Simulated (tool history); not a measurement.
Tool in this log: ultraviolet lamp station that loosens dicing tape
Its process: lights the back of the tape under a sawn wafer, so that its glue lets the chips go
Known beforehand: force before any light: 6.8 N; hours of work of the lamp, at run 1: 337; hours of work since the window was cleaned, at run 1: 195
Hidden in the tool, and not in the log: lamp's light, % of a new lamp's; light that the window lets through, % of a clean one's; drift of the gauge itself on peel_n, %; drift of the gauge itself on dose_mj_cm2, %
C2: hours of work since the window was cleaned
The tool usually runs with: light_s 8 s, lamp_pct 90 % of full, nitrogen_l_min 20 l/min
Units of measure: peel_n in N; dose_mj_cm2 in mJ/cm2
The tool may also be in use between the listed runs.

Run 1, day 0: usual settings; hours of work of the lamp 337; C2 195. Result: peel_n 0.789 N, dose_mj_cm2 333 mJ/cm2.
Run 2, day 1.554: usual settings but nitrogen_l_min 6 l/min; hours of work of the lamp 354; C2 212. Result: peel_n 1.791 N, dose_mj_cm2 329 mJ/cm2.
Run 3, day 2.671: usual settings but nitrogen_l_min 6 l/min; hours of work of the lamp 366; C2 224. Result: peel_n 1.753 N, dose_mj_cm2 330 mJ/cm2.
Run 4, day 3.583: usual settings but nitrogen_l_min 6 l/min; hours of work of the lamp 376; C2 234. Result: peel_n 1.723 N, dose_mj_cm2 323 mJ/cm2.
Run 5, day 4.333: usual settings but nitrogen_l_min 6 l/min; hours of work of the lamp 384; C2 242. Result: peel_n 1.766 N, dose_mj_cm2 328 mJ/cm2.
Run 6, day 5.771: usual settings but nitrogen_l_min 6 l/min; hours of work of the lamp 399; C2 258. Result: peel_n 1.764 N, dose_mj_cm2 324 mJ/cm2.
Run 7, day 7.146: usual settings but nitrogen_l_min 6 l/min; hours of work of the lamp 414; C2 273. Result: peel_n 1.773 N, dose_mj_cm2 319 mJ/cm2.
Run 8, day 8.55: usual settings but nitrogen_l_min 6 l/min; hours of work of the lamp 429; C2 288. Result: peel_n 1.853 N, dose_mj_cm2 310 mJ/cm2.
Run 9, day 9.546: usual settings but nitrogen_l_min 6 l/min; hours of work of the lamp 440; C2 299. Result: peel_n 1.869 N, dose_mj_cm2 317 mJ/cm2.
Run 10, day 10.292: usual settings but nitrogen_l_min 6 l/min; hours of work of the lamp 448; C2 307. Result: peel_n 1.934 N, dose_mj_cm2 312 mJ/cm2.
Run 11, day 11.729: usual settings but nitrogen_l_min 15 l/min; hours of work of the lamp 464; C2 322. Result: peel_n 1.133 N, dose_mj_cm2 306 mJ/cm2.
Run 12, day 13.404: usual settings but lamp_pct 67 % of full; hours of work of the lamp 482; C2 340. Result: peel_n 1.465 N, dose_mj_cm2 227 mJ/cm2.
Run 13, day 14.183: usual settings; hours of work of the lamp 490; C2 349. Result: peel_n 0.943 N, dose_mj_cm2 311 mJ/cm2.
At day 14.296: window cleaned of glue's vapour.
Run 14, day 15.454: usual settings; hours of work of the lamp 504; C2 13. Result: peel_n 0.952 N, dose_mj_cm2 302 mJ/cm2.
Run 15, day 16.75: usual settings but light_s 14 s; hours of work of the lamp 518; C2 27. Result: peel_n 0.314 N, dose_mj_cm2 518 mJ/cm2.
Run 16, day 17.892: usual settings but lamp_pct 75 % of full; hours of work of the lamp 530; C2 39. Result: peel_n 1.422 N, dose_mj_cm2 247 mJ/cm2.
Run 17, day 18.938: usual settings but lamp_pct 100 % of full; hours of work of the lamp 541; C2 50. Result: peel_n 0.868 N, dose_mj_cm2 323 mJ/cm2.
Run 18, day 20.3: usual settings; hours of work of the lamp 556; C2 65. Result: peel_n 1.042 N, dose_mj_cm2 291 mJ/cm2.
Run 19, day 21.117: usual settings; hours of work of the lamp 565; C2 74. Result: peel_n 1.029 N, dose_mj_cm2 288 mJ/cm2.
Run 20, day 22.617: usual settings but lamp_pct 83 % of full; hours of work of the lamp 581; C2 90. Result: peel_n 1.178 N, dose_mj_cm2 260 mJ/cm2.
At day 23.421: window cleaned of glue's vapour, once more.
Run 21, day 24.408: usual settings but lamp_pct 86 % of full; hours of work of the lamp 600; C2 11. Result: peel_n 0.847 N, dose_mj_cm2 325 mJ/cm2.
Run 22, day 26.096: usual settings but lamp_pct 86 % of full; hours of work of the lamp 619; C2 29. Result: peel_n 0.859 N, dose_mj_cm2 323 mJ/cm2.
Run 23, day 27.542: usual settings but light_s 7 s, lamp_pct 86 % of full; hours of work of the lamp 634; C2 45. Result: peel_n 1.108 N, dose_mj_cm2 280 mJ/cm2.
Run 24, day 29.221: usual settings but light_s 7 s, lamp_pct 86 % of full; hours of work of the lamp 652; C2 63. Result: peel_n 1.094 N, dose_mj_cm2 279 mJ/cm2.
Run 25, day 30.812: usual settings but light_s 9 s, lamp_pct 80 % of full; hours of work of the lamp 670; C2 80. Result: peel_n 0.833 N, dose_mj_cm2 328 mJ/cm2.
Run 26, day 31.904: usual settings but light_s 7 s, lamp_pct 74 % of full, nitrogen_l_min 7 l/min; hours of work of the lamp 681; C2 92. Result: peel_n 2.541 N, dose_mj_cm2 237 mJ/cm2.
Run 27, day 32.912: usual settings but light_s 7 s, lamp_pct 74 % of full, nitrogen_l_min 7 l/min; hours of work of the lamp 692; C2 103. Result: peel_n 2.48 N, dose_mj_cm2 233 mJ/cm2.
Run 28, day 34.325: usual settings but light_s 7 s, lamp_pct 74 % of full, nitrogen_l_min 17 l/min; hours of work of the lamp 708; C2 118. Result: peel_n 1.632 N, dose_mj_cm2 236 mJ/cm2.
Run 29, day 35.938: usual settings but light_s 7 s, lamp_pct 74 % of full, nitrogen_l_min 17 l/min; hours of work of the lamp 725; C2 135. Result: peel_n 1.603 N, dose_mj_cm2 226 mJ/cm2.
Run 30, day 37.117: usual settings but light_s 6 s, lamp_pct 94 % of full, nitrogen_l_min 6 l/min; hours of work of the lamp 738; C2 148. Result: peel_n 2.488 N, dose_mj_cm2 249 mJ/cm2.
Run 31, day 38.1: usual settings but lamp_pct 84 % of full; hours of work of the lamp 748; C2 159. Result: peel_n 1.001 N, dose_mj_cm2 295 mJ/cm2.
Run 32, day 39.804: usual settings but nitrogen_l_min 24 l/min; hours of work of the lamp 767; C2 177. Result: peel_n 0.773 N, dose_mj_cm2 314 mJ/cm2.
Run 33, day 40.846: usual settings but nitrogen_l_min 24 l/min; hours of work of the lamp 778; C2 188. Result: peel_n 0.809 N, dose_mj_cm2 310 mJ/cm2.
Run 34, day 42.471: usual settings but nitrogen_l_min 24 l/min; hours of work of the lamp 796; C2 206. Result: peel_n 0.828 N, dose_mj_cm2 309 mJ/cm2.
Run 35, day 44.058: usual settings but light_s 5 s; hours of work of the lamp 813; C2 223. Result: peel_n 2.018 N, dose_mj_cm2 191 mJ/cm2.

Entry by entry between the runs, the difference in hidden state between the last listed run before and the first listed run after:
After run 13, before run 14: window cleaned of glue's vapour (day 14.296)
  lamp's light, % of a new lamp's: 91.6 -> 91.4; light that the window lets through, % of a clean one's: 87.5 -> 85.6
  the result without the hidden state subtracted from the measured one, peel_n: +0.332 -> +0.36 N; dose_mj_cm2: -76 -> -84 mJ/cm2
After run 20, before run 21: window cleaned of glue's vapour, once more (day 23.421)
  lamp's light, % of a new lamp's: 90.1 -> 89.8; light that the window lets through, % of a clean one's: 82.9 -> 99.1
  the result without the hidden state subtracted from the measured one, peel_n: +0.488 -> +0.174 N; dose_mj_cm2: -90 -> -40 mJ/cm2

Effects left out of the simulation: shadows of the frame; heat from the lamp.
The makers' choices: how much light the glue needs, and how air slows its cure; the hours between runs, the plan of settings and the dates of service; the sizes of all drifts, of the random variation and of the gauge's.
